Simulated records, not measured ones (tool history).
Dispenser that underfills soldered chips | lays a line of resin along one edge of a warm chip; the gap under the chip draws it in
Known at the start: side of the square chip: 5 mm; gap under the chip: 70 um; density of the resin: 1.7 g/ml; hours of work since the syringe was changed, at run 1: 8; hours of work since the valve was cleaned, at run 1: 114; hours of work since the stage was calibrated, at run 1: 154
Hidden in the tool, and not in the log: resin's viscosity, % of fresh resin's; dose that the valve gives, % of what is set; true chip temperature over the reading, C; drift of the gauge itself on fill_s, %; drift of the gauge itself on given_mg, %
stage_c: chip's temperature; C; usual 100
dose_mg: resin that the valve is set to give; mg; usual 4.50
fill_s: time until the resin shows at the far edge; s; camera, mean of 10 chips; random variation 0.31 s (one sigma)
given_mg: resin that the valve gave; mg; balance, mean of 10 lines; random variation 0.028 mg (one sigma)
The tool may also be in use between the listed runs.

run,hour,stage_c,dose_mg,hours of work since the syringe was changed,hours of work since the valve was cleaned,hours of work since the stage was calibrated,fill_s,given_mg
1,0.0,100,4.50,8,114,154,14.2,4.11
# hour 0.6: new syringe of resin
2,2.8,100,4.50,2,116,156,9.1,4.11
3,5.3,99,4.50,4,118,158,10.8,4.08
4,10.3,100,4.50,8,122,162,13.4,4.11
# hour 11.9: new syringe of resin
5,13.7,100,4.18,1,125,164,9.2,3.81
# hour 16.6: dispensing valve cleaned and set on the balance
6,18.0,100,3.96,4,1,167,10.1,3.92
7,22.7,100,4.50,8,5,170,12.9,4.49
# hour 24.1: new syringe of resin
8,27.8,100,4.50,3,8,174,9.5,4.43
9,30.4,100,4.50,5,10,176,10.5,4.44
# hour 35.5: new syringe of resin
10,35.5,100,4.50,0,14,180,7.5,4.46
11,39.9,100,4.50,3,18,183,9.3,4.42
12,44.4,100,4.50,7,21,187,12.8,4.37
# hour 46.9: new syringe of resin
13,49.4,92,4.50,2,25,190,10.9,4.42
14,54.5,104,4.50,6,29,194,10.9,4.44
# hour 58.4: new syringe of resin
15,58.8,104,4.89,0,32,198,7.9,4.79
16,64.0,104,4.89,4,36,202,9.5,4.76
17,67.2,87,4.25,7,38,204,17.9,4.11

The next listed run, before its measurement:
# hour 69.5: new syringe of resin
18,71.3,89,4.95,1,41,207,?,?

Run 18 gave fill_s 11.2 s, given_mg 4.77 mg.
Without the tool's hidden state the same run would have given fill_s 10.0 s, given_mg 4.93 mg.
